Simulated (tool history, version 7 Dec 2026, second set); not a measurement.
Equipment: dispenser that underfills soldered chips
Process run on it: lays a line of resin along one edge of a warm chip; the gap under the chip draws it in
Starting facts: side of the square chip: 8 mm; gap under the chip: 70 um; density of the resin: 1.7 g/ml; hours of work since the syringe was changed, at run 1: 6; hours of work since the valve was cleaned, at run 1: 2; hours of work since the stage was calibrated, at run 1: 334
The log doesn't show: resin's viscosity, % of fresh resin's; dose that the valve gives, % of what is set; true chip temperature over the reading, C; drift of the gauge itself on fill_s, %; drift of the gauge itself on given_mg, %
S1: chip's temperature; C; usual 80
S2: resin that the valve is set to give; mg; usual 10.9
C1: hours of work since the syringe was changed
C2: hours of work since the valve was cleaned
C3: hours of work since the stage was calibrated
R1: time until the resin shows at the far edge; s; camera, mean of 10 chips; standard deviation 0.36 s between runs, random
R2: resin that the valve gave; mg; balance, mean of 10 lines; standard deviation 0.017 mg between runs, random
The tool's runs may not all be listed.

Run 1, day 0: usual settings; C1 6; C2 2; C3 334. Result: R1 33.1 s, R2 10.91 mg.
At day 0.179: new syringe of resin.
Run 2, day 0.492: usual settings; C1 6; C2 10; C3 343. Result: R1 32.3 s, R2 10.86 mg.
At day 0.662: new syringe of resin.
Run 3, day 0.912: usual settings; C1 4; C2 17; C3 350. Result: R1 30.3 s, R2 10.85 mg.
At day 1.162: new syringe of resin.
Run 4, day 1.296: usual settings but S1 74 C; C1 2; C2 24; C3 357. Result: R1 31 s, R2 10.81 mg.
At day 1.638: new syringe of resin.
Run 5, day 1.788: usual settings but S1 74 C; C1 3; C2 32; C3 365. Result: R1 31.5 s, R2 10.77 mg.
At day 2.129: new syringe of resin.
Run 6, day 2.242: usual settings but S1 74 C; C1 2; C2 40; C3 373. Result: R1 30.8 s, R2 10.78 mg.
Run 7, day 2.462: usual settings but S1 74 C; C1 6; C2 44; C3 377. Result: R1 40.5 s, R2 10.76 mg.
At day 2.612: new syringe of resin.
Run 8, day 2.95: usual settings; C1 6; C2 52; C3 385. Result: R1 35.2 s, R2 10.71 mg.
At day 3.092: new syringe of resin.
Run 9, day 3.358: usual settings but S2 10.1 mg; C1 5; C2 59; C3 392. Result: R1 30.8 s, R2 9.92 mg.
At day 3.579: new syringe of resin.
Run 10, day 3.696: usual settings but S2 10.1 mg; C1 2; C2 65; C3 398. Result: R1 24 s, R2 9.89 mg.
At day 4.071: new syringe of resin.
Run 11, day 4.188: usual settings but S2 10.1 mg; C1 2; C2 74; C3 406. Result: R1 25.3 s, R2 9.86 mg.
At day 4.558: new syringe of resin.
Run 12, day 4.579: usual settings but S2 10.1 mg; C1 0; C2 80; C3 413. Result: R1 21.8 s, R2 9.84 mg.
At day 5.042: new syringe of resin.
Run 13, day 5.05: usual settings but S1 87 C; C1 0; C2 88; C3 421. Result: R1 17.7 s, R2 10.59 mg.
Run 14, day 5.288: usual settings but S1 79 C, S2 14.1 mg; C1 4; C2 93; C3 426. Result: R1 29.8 s, R2 13.66 mg.
At day 5.517: new syringe of resin.
At day 5.683: dispensing valve cleaned and set on the balance.
Run 15, day 5.779: usual settings but S2 11.6 mg; C1 4; C2 2; C3 433. Result: R1 28.6 s, R2 11.59 mg.
At day 6.033: new syringe of resin.
Run 16, day 6.038: usual settings but S1 83 C, S2 12.1 mg; C1 0; C2 6; C3 438. Result: R1 18.6 s, R2 12.07 mg.
Run 17, day 6.396: usual settings but S1 91 C, S2 13 mg; C1 6; C2 12; C3 444. Result: R1 23.8 s, R2 12.92 mg.
At day 6.517: new syringe of resin.
Run 18, day 6.762: usual settings but S1 91 C, S2 13 mg; C1 4; C2 19; C3 450. Result: R1 20.6 s, R2 12.92 mg.
At day 7.008: new syringe of resin.
Run 19, day 7.188: usual settings but S1 75 C, S2 12.3 mg; C1 3; C2 26; C3 457. Result: R1 30.3 s, R2 12.22 mg.
At day 7.512: new syringe of resin.
Run 20, day 7.521: usual settings but S2 13.6 mg; C1 0; C2 32; C3 463. Result: R1 20.7 s, R2 13.47 mg.
Run 21, day 7.796: usual settings but S1 67 C, S2 11.5 mg; C1 5; C2 36; C3 468. Result: R1 45.9 s, R2 11.35 mg.
At day 8.012: new syringe of resin.
Run 22, day 8.275: usual settings but S1 76 C, S2 12.7 mg; C1 5; C2 45; C3 476. Result: R1 34.4 s, R2 12.48 mg.
At day 8.496: new syringe of resin.
Run 23, day 8.525: usual settings but S1 76 C, S2 12.7 mg; C1 1; C2 49; C3 480. Result: R1 24.5 s, R2 12.46 mg.

Measured minus without-hidden-state, run by run (identical run-to-run variation in each term; gauge scatter may differ):
run     R1     R2
  1  +12.5  +0.01
  2  +12.6  -0.02
  3  +10.1  -0.05
  4   +6.3  -0.08
  5   +7.3   -0.1
  6   +5.8  -0.14
  7  +16.5  -0.15
  8  +14.3  -0.19
  9  +10.7  -0.19
 10   +4.3  -0.21
 11   +4.8  -0.24
 12     +2  -0.27
 13   +1.4  -0.32
 14    +10  -0.43
 15   +8.7  -0.01
 16   +0.9  -0.04
 17    +10  -0.06
 18   +7.1  -0.09
 19   +7.9  -0.12
 20   +1.5  -0.16
 21  +17.4  -0.16
 22  +12.2  -0.21
 23   +2.6  -0.22
